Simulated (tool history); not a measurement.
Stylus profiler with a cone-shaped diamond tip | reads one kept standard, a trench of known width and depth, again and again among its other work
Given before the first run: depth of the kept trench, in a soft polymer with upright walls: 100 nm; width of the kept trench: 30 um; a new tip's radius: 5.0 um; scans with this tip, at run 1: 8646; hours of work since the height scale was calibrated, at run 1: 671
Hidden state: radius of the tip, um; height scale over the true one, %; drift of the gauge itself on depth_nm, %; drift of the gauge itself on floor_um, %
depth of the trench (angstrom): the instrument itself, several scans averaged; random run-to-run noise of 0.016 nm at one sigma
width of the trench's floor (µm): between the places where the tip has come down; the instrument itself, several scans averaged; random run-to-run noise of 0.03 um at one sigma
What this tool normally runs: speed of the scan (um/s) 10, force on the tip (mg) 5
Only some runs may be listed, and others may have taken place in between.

run,day,speed of the scan (um/s),force on the tip (mg),scans with this tip,hours of work since the height scale was calibrated,depth of the trench (angstrom),width of the trench's floor (µm)
1,0,10,5,8646,671,1010.1,26.71
2,0.912,27,5,8850,687,1010.1,26.66
3,2.017,27,5,9098,706,1010.8,26.6
4,3.088,27,5,9338,725,1010.6,26.59
5,4.638,27,5,9685,752,1010.6,26.55
6,6.554,27,5,10116,785,1010.9,26.51
# day 7.392: new tip fitted, height scale calibrated
7,8.008,27,5,138,11,1008.9,27.87
8,9.262,27,5,420,33,1009.1,27.86
9,10.475,10,5,692,54,1009.2,27.86
10,12.188,10,5,1075,83,1009.1,27.86
11,13.346,10,5,1335,104,1009,27.78
12,14.35,2,5,1560,121,1009.4,27.71
13,16.1,2,5,1952,152,1009.2,27.7
14,17.446,2,5,2254,175,1009.6,27.61
15,19.412,10,5,2695,209,1009.7,27.52
16,21.046,10,5,3061,238,1009.7,27.49
17,22.558,10,5,3400,264,1009.8,27.43
18,23.804,3,5,3679,286,1010,27.5
19,25.521,10,5,4065,315,1010.1,27.38
20,26.738,10,2.78,4337,337,1006.9,27.3
21,27.633,10,2.78,4538,352,1007.4,27.27
22,29.142,4,5,4876,378,1010,27.34
23,30.212,4,5,5117,397,1010.3,27.21
24,31.729,16,2.81,5457,424,1007.9,27.12
25,32.554,3,5,5641,438,1010.3,27.11
# day 32.754: height scale calibrated on a step standard
26,33.95,4,6.88,5949,21,1013.1,27.1
27,35.592,4,6.88,6317,49,1013.3,27.06
28,36.508,8,2.52,6523,65,1008,27.02
29,37.688,8,1.84,6787,86,1007.2,27.02
30,39.554,8,1.84,7206,118,1007.3,26.97
# day 40.217: height scale calibrated on a step standard, once more
31,40.792,8,1.84,7479,10,1004.7,26.93
32,42.067,25,11.47,7764,32,1015.4,26.87
33,43.846,25,11.47,8163,63,1015.2,26.8
34,44.85,25,7.8,8389,81,1012.1,26.79
35,46.842,10,2.7,8835,115,1006.6,26.77
36,48.512,14,1.83,9209,144,1005.2,26.66
37,49.842,13,5.62,9508,167,1010.4,26.66
38,50.738,13,5.62,9708,183,1010.3,26.66
39,52.238,13,5.62,10044,209,1010.1,26.56

Branching from run 39: 4 alternative next runs. What would each branch give?
# day 53.367: new tip fitted, height scale calibrated
A,53.442,9,10.46,17,1,?,?
# day 53.367: new tip fitted, height scale calibrated
B,53.442,5,5.47,17,1,?,?
# day 53.367: new tip fitted, height scale calibrated
C,53.442,4,2.97,17,1,?,?
# day 53.367: new tip fitted, height scale calibrated
D,53.442,13,6.29,17,1,?,?

run,depth of the trench (angstrom),width of the trench's floor (µm)
A,1014.1,28.02
B,1009.2,28.01
C,1006.3,28.03
D,1010,28
The same runs, with their run-to-run variation unchanged, on a tool lacking any hidden condition would have given:
run,depth of the trench (angstrom),width of the trench's floor (µm)
A,1014.2,27.99
B,1009.3,27.97
C,1006.4,27.99
D,1010.1,27.97

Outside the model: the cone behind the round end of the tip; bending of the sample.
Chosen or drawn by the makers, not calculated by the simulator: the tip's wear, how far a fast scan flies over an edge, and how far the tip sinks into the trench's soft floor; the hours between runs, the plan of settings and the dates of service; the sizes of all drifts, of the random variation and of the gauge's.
